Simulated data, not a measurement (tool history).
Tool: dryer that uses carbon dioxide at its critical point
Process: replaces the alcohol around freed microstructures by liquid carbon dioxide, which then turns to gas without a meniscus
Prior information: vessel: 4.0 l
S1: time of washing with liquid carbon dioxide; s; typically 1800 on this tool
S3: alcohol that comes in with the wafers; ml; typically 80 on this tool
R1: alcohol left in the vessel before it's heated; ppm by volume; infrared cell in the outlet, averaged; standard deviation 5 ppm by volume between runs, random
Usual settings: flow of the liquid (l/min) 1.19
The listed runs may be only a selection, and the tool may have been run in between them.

run 1 hour=0 | S1=1800 flow_of_the_liquid_(l/min)=1.19 S3=80 | R1=159
run 2 hour=25.2 | S1=1800 flow_of_the_liquid_(l/min)=1.19 S3=80 | R1=168
-- hour=38.4 inlet filter changed
run 3 hour=52.5 | S1=1800 flow_of_the_liquid_(l/min)=0.99 S3=80 | R1=188
run 4 hour=72.8 | S1=1800 flow_of_the_liquid_(l/min)=0.99 S3=80 | R1=200
run 5 hour=86.6 | S1=1800 flow_of_the_liquid_(l/min)=0.99 S3=80 | R1=202
run 6 hour=112.4 | S1=1800 flow_of_the_liquid_(l/min)=1.19 S3=30 | R1=179
run 7 hour=139.7 | S1=1800 flow_of_the_liquid_(l/min)=1.33 S3=30 | R1=203
run 8 hour=160.1 | S1=1800 flow_of_the_liquid_(l/min)=1.33 S3=30 | R1=200
run 9 hour=186.2 | S1=1800 flow_of_the_liquid_(l/min)=1.19 S3=80 | R1=210
run 10 hour=219 | S1=1800 flow_of_the_liquid_(l/min)=1.19 S3=80 | R1=225
run 11 hour=243.9 | S1=2640 flow_of_the_liquid_(l/min)=1.19 S3=80 | R1=231
run 12 hour=259.7 | S1=1800 flow_of_the_liquid_(l/min)=1.19 S3=80 | R1=252
run 13 hour=277.3 | S1=1380 flow_of_the_liquid_(l/min)=1.19 S3=80 | R1=283
run 14 hour=306.7 | S1=2580 flow_of_the_liquid_(l/min)=1.34 S3=81 | R1=240
run 15 hour=327.9 | S1=1800 flow_of_the_liquid_(l/min)=1.19 S3=80 | R1=262
run 16 hour=349.9 | S1=2880 flow_of_the_liquid_(l/min)=0.87 S3=58 | R1=269
run 17 hour=376.7 | S1=2880 flow_of_the_liquid_(l/min)=0.87 S3=58 | R1=279
run 18 hour=405 | S1=1800 flow_of_the_liquid_(l/min)=1.47 S3=67 | R1=285
run 19 hour=422.7 | S1=1800 flow_of_the_liquid_(l/min)=1.48 S3=53 | R1=282
run 20 hour=453.5 | S1=1800 flow_of_the_liquid_(l/min)=1.19 S3=70 | R1=303
run 21 hour=468.2 | S1=2400 flow_of_the_liquid_(l/min)=1 S3=70 | R1=307
-- hour=480.6 inlet filter changed
-- hour=483.6 purifier's bed changed
run 22 hour=487.8 | S1=1080 flow_of_the_liquid_(l/min)=1 S3=107 | R1=387
run 23 hour=507.9 | S1=1080 flow_of_the_liquid_(l/min)=1 S3=107 | R1=401
run 24 hour=534.6 | S1=1320 flow_of_the_liquid_(l/min)=1.04 S3=107 | R1=144
run 25 hour=563.8 | S1=1320 flow_of_the_liquid_(l/min)=1.04 S3=107 | R1=163

Below, some changes in R1 between adjacent runs. For each, the amount present without the hidden state too (settings, incoming material, random variation) and the amount remaining for the hidden state with gauge scatter not shared by both compared results:
Hidden state at play: flow that reaches the vessel past the clogged filter, %; alcohol in the recycled carbon dioxide, ppm; drift of the gauge itself on alcohol_ppm, %.
Run 6 -> 7: flow of the liquid (l/min) 1.19 -> 1.33. R1 +24 ppm by volume: hidden state +19, all else +5.
Run 21 -> 22: S1 2400 -> 1080, S3 70 -> 107, inlet filter changed, purifier's bed changed. R1 +80 ppm by volume: hidden state -296, all else +376.
Run 23 -> 24: S1 1080 -> 1320, flow of the liquid (l/min) 1 -> 1.04. R1 -257 ppm by volume: hidden state +5, all else -262.
